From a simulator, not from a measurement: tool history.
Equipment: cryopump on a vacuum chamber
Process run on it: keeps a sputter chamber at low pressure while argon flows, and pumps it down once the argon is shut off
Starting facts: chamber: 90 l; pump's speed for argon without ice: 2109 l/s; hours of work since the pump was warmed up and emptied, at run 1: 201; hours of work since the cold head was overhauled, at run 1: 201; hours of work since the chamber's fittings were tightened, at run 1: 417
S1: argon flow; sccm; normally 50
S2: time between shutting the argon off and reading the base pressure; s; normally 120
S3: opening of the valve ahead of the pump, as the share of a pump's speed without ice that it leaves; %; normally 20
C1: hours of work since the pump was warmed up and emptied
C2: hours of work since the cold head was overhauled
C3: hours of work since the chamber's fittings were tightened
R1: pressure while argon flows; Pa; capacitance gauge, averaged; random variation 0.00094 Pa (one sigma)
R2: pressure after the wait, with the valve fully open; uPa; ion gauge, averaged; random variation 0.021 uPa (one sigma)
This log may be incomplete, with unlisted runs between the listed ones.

run   hour  S1   S2  S3   C1   C2   C3      R1    R2
  1    0.0  50  120  20  201  201  417  0.2039  0.47
  2   49.5  50   26  20  239  239  455  0.2044  1.42
  3  108.0  36   26  20  284  284  500  0.1477  1.43
  4  153.9  36   88  20  319  319  535  0.1491  0.61
  5  185.6  36   88  20  343  343  559  0.1488  0.64
  6  246.8  50  120  20  390  390  606  0.2077  0.58
  7  281.4  50  120  16  417  417  633  0.2587  0.55
  8  347.4  35  120  20  467  467  683  0.1457  0.60
  9  393.7  22   91  43  503  503  719  0.0453  0.69
     450.9  -- pump warmed up, emptied and cooled again
 10  455.5  23   96  33    4  546  762  0.0560  0.63
 11  495.4  28  113  53   34  577  793  0.0430  0.54
 12  523.0  46  120  20   55  598  814  0.1852  0.57
 13  565.6  46  120  20   88  631  847  0.1859  0.56

5 ways to go on from here, each from the tool as it stands after run 13. What would each give?
  A  598.1  94  120  35  113  656  872   ?   ?
  B  598.1  52   33  20  113  656  872   ?   ?
  C  598.1  33  120  20  113  656  872   ?   ?
  D  598.1  56  120  19  113  656  872   ?   ?
  E  598.1  50  253  20  113  656  872   ?   ?

run      R1    R2
  A  0.2182  0.62
  B  0.2097  1.29
  C  0.1324  0.58
  D  0.2376  0.60
  E  0.2015  0.45
Without the tool's unlogged condition, the same runs would have read:
run      R1    R2
  A  0.2144  0.44
  B  0.2076  1.10
  C  0.1310  0.41
  D  0.2354  0.42
  E  0.1995  0.26
